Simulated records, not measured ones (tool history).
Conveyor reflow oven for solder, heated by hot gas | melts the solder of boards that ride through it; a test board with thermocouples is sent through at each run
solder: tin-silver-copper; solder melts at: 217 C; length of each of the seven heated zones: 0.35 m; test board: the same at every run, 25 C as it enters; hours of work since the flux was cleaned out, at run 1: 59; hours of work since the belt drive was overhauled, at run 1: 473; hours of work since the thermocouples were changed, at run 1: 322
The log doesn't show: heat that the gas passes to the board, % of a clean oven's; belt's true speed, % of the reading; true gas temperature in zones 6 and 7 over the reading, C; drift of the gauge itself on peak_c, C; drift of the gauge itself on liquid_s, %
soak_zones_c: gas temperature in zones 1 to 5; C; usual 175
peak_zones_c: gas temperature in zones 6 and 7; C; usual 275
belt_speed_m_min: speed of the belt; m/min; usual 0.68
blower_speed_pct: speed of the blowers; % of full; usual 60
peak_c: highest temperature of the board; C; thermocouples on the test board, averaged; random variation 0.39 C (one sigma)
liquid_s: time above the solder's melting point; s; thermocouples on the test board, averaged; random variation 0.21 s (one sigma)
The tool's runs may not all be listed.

| run | hour | soak_zones_c | peak_zones_c | belt_speed_m_min | blower_speed_pct | hours of work since the flux was cleaned out | hours of work since the belt drive was overhauled | hours of work since the thermocouples were changed | peak_c | liquid_s |
|---|---|---|---|---|---|---|---|---|---|---|
| 1 | 0 | 175 | 275 | 0.68 | 60 | 59 | 473 | 322 | 260.9 | 51.7 |
| 2 | 44.9 | 175 | 275 | 0.68 | 60 | 92 | 506 | 355 | 261.1 | 51.8 |
| 3 | 77 | 175 | 275 | 0.68 | 60 | 116 | 530 | 379 | 261.1 | 52 |
| 4 | 110 | 175 | 275 | 0.68 | 60 | 140 | 554 | 403 | 260.6 | 50.9 |
| 5 | 157.7 | 175 | 275 | 0.556 | 60 | 175 | 589 | 438 | 266.4 | 66.9 |
| 6 | 222.3 | 175 | 275 | 0.556 | 70 | 222 | 636 | 485 | 268.3 | 67.6 |
| 7 | 291 | 175 | 275 | 0.556 | 70 | 272 | 686 | 536 | 267.8 | 67.7 |
| 8 | 330.1 | 175 | 275 | 0.556 | 70 | 301 | 715 | 564 | 268 | 67.7 |
| 9 | 386.9 | 165 | 275 | 0.68 | 54 | 343 | 757 | 606 | 256.5 | 46.6 |
| 10 | 453.5 | 165 | 275 | 0.68 | 54 | 391 | 805 | 655 | 256 | 46.5 |
|  | 461.1 | belt drive overhauled, speed set with a stopwatch |
| 11 | 531.9 | 165 | 278 | 0.68 | 64 | 446 | 52 | 709 | 262.2 | 49.8 |
|  | 576 | flux residue cleaned out of gas plates and filters |
| 12 | 587.8 | 183 | 278 | 0.77 | 64 | 9 | 89 | 746 | 263.2 | 48.6 |
|  | 636.1 | belt drive overhauled, speed set with a stopwatch, once more |
| 13 | 647.6 | 183 | 278 | 0.764 | 76 | 50 | 8 | 787 | 265.7 | 49.5 |
| 14 | 721.1 | 183 | 278 | 0.764 | 76 | 103 | 62 | 841 | 266 | 49.6 |
| 15 | 763.4 | 183 | 278 | 0.764 | 76 | 134 | 93 | 872 | 265.3 | 49.4 |
| 16 | 817.9 | 167 | 269 | 0.68 | 60 | 174 | 133 | 912 | 255.1 | 46.2 |

Forecast each of these 5 alternatives for the next run:
| A | 862 | 167 | 272 | 0.68 | 69 | 207 | 165 | 944 | ? | ? |
| B | 862 | 167 | 269 | 0.553 | 60 | 207 | 165 | 944 | ? | ? |
| C | 862 | 175 | 275 | 0.61 | 60 | 207 | 165 | 944 | ? | ? |
| D | 862 | 175 | 275 | 0.683 | 60 | 207 | 165 | 944 | ? | ? |
| E | 862 | 184 | 269 | 0.68 | 67 | 207 | 165 | 944 | ? | ? |

| run | peak_c | liquid_s |
|---|---|---|
| A | 259.4 | 48.6 |
| B | 260.4 | 61.5 |
| C | 263.8 | 59.5 |
| D | 260.2 | 51.4 |
| E | 258.2 | 53.8 |
Without the tool's hidden state the same runs would have given:
| run | peak_c | liquid_s |
|---|---|---|
| A | 259.4 | 48.7 |
| B | 260 | 61.4 |
| C | 263.5 | 59.4 |
| D | 260.1 | 51.4 |
| E | 258 | 53.8 |
